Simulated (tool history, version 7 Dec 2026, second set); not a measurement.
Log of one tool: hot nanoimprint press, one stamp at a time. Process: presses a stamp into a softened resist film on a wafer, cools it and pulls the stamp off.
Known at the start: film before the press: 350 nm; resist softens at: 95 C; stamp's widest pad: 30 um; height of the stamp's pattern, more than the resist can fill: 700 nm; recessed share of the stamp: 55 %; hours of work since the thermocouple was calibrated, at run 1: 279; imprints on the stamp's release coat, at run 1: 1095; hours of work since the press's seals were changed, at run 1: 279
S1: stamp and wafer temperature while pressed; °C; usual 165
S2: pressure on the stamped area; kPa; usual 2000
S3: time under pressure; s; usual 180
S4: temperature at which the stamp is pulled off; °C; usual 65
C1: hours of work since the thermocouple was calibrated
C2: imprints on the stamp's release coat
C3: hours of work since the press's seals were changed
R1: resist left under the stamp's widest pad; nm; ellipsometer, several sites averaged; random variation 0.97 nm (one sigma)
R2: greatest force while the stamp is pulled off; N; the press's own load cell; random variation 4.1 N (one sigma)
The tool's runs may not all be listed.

run	hour	S1	S2	S3	S4	C1	C2	C3	R1	R2
1	0	165	2000	180	65	279	1095	279	145.8	250
2	19.9	166	2000	180	65	294	1147	294	138.1	254
3	33	166	2000	180	65	304	1181	304	141	262
# hour 39.5: plate thermocouple calibrated
4	53.1	166	2000	180	65	10	1225	317	133.9	244
5	64	166	2000	180	65	19	1253	326	132.7	247
6	85.6	166	2000	180	65	35	1309	342	133.1	249
7	101.9	171	2000	180	65	48	1351	355	108.9	261
8	112.9	171	2000	180	65	56	1379	363	110.4	258
9	126.2	165	2000	294	65	67	1414	373	117.2	261
10	143.4	165	3060	180	65	80	1458	387	110	258
11	156.5	157	2320	237	65	90	1492	397	167.7	265
12	178.3	157	2320	237	65	107	1549	413	168.5	257
13	193.7	157	2320	237	65	119	1588	425	168.6	268
14	215.8	157	2320	121	51	136	1645	442	209.4	341
15	225.7	168	1500	159	51	143	1671	450	153	339
16	243.4	163	2920	153	68	157	1717	463	135.7	256

Forecast each of these 5 alternatives for the next run:
A	263.4	165	2490	180	65	172	1769	479	?	?
B	263.4	165	2410	180	65	172	1769	479	?	?
C	263.4	166	2000	128	67	172	1769	479	?	?
D	263.4	165	2000	180	65	172	1769	479	?	?
E	263.4	174	2000	180	65	172	1769	479	?	?

run	R1	R2
A	126.8	273
B	130.6	271
C	155.1	256
D	145	273
E	99.7	281
Without the tool's hidden state the same runs would have given:
run	R1	R2
A	122.7	197
B	126.6	197
C	150.7	185
D	140.8	198
E	96.9	203
